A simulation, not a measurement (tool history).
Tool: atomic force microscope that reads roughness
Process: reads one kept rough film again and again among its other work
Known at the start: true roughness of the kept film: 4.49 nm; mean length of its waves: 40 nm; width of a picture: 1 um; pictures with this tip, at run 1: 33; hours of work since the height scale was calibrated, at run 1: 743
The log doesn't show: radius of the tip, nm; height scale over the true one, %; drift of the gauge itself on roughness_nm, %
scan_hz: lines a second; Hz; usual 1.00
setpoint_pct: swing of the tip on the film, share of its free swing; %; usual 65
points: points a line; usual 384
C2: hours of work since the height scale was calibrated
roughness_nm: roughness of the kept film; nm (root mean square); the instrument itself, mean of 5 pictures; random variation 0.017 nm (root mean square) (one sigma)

{"run": 1, "hour": 0.0, "scan_hz": 1.0, "setpoint_pct": 65, "points": 384, "pictures with this tip": 33, "C2": 743, "roughness_nm": 4.006}
{"run": 2, "hour": 31.0, "scan_hz": 1.0, "setpoint_pct": 65, "points": 384, "pictures with this tip": 83, "C2": 760, "roughness_nm": 3.79}
{"hour": 63.8, "done": "new tip fitted"}
{"run": 3, "hour": 71.0, "scan_hz": 1.0, "setpoint_pct": 65, "points": 384, "pictures with this tip": 12, "C2": 783, "roughness_nm": 4.074}
{"run": 4, "hour": 106.4, "scan_hz": 1.0, "setpoint_pct": 76, "points": 384, "pictures with this tip": 69, "C2": 803, "roughness_nm": 3.706}
{"run": 5, "hour": 131.8, "scan_hz": 1.0, "setpoint_pct": 76, "points": 384, "pictures with this tip": 110, "C2": 817, "roughness_nm": 3.523}
{"hour": 147.0, "done": "new tip fitted"}
{"run": 6, "hour": 175.6, "scan_hz": 1.0, "setpoint_pct": 65, "points": 384, "pictures with this tip": 46, "C2": 841, "roughness_nm": 3.912}
{"run": 7, "hour": 200.0, "scan_hz": 1.0, "setpoint_pct": 78, "points": 384, "pictures with this tip": 86, "C2": 855, "roughness_nm": 3.569}
{"hour": 232.3, "done": "new tip fitted"}
{"run": 8, "hour": 236.0, "scan_hz": 1.0, "setpoint_pct": 56, "points": 384, "pictures with this tip": 6, "C2": 875, "roughness_nm": 4.172}
{"run": 9, "hour": 260.0, "scan_hz": 1.0, "setpoint_pct": 85, "points": 303, "pictures with this tip": 44, "C2": 889, "roughness_nm": 3.654}
{"run": 10, "hour": 301.9, "scan_hz": 1.11, "setpoint_pct": 59, "points": 274, "pictures with this tip": 112, "C2": 912, "roughness_nm": 3.665}
{"hour": 316.1, "done": "new tip fitted"}
{"run": 11, "hour": 341.4, "scan_hz": 1.11, "setpoint_pct": 57, "points": 425, "pictures with this tip": 40, "C2": 934, "roughness_nm": 4.015}
{"run": 12, "hour": 359.0, "scan_hz": 1.0, "setpoint_pct": 81, "points": 306, "pictures with this tip": 68, "C2": 944, "roughness_nm": 3.628}
{"run": 13, "hour": 383.8, "scan_hz": 0.97, "setpoint_pct": 65, "points": 299, "pictures with this tip": 108, "C2": 958, "roughness_nm": 3.691}
{"hour": 401.7, "done": "new tip fitted"}
{"run": 14, "hour": 410.8, "scan_hz": 2.31, "setpoint_pct": 85, "points": 317, "pictures with this tip": 15, "C2": 973, "roughness_nm": 3.317}
{"run": 15, "hour": 446.8, "scan_hz": 0.56, "setpoint_pct": 85, "points": 355, "pictures with this tip": 73, "C2": 993, "roughness_nm": 3.711}

Hidden state at the last listed run before each entry between runs and at the first one after, where it differs:
Between runs 2 and 3: new tip fitted (hour 63.8)
  radius of the tip, nm: 13.7 -> 6.6; height scale over the true one, %: 1.74 -> 1.79
  measured less the result without the state, roughness_nm: -0.276 -> +0.006 nm (root mean square)
Between runs 5 and 6: new tip fitted (hour 147.0)
  radius of the tip, nm: 17.1 -> 10.6; height scale over the true one, %: 1.87 -> 1.94
  measured less the result without the state, roughness_nm: -0.375 -> -0.152 nm (root mean square)
Between runs 7 and 8: new tip fitted (hour 232.3)
  radius of the tip, nm: 15.7 -> 6.1; height scale over the true one, %: 1.97 -> 2.01
  measured less the result without the state, roughness_nm: -0.323 -> +0.035 nm (root mean square)
Between runs 10 and 11: new tip fitted (hour 316.1)
  radius of the tip, nm: 18.5 -> 9.9; height scale over the true one, %: 2.1 -> 2.16
  measured less the result without the state, roughness_nm: -0.433 -> -0.118 nm (root mean square)
Between runs 13 and 14: new tip fitted (hour 401.7)
  radius of the tip, nm: 17.8 -> 7.2; height scale over the true one, %: 2.21 -> 2.25
  measured less the result without the state, roughness_nm: -0.405 -> -0.002 nm (root mean square)

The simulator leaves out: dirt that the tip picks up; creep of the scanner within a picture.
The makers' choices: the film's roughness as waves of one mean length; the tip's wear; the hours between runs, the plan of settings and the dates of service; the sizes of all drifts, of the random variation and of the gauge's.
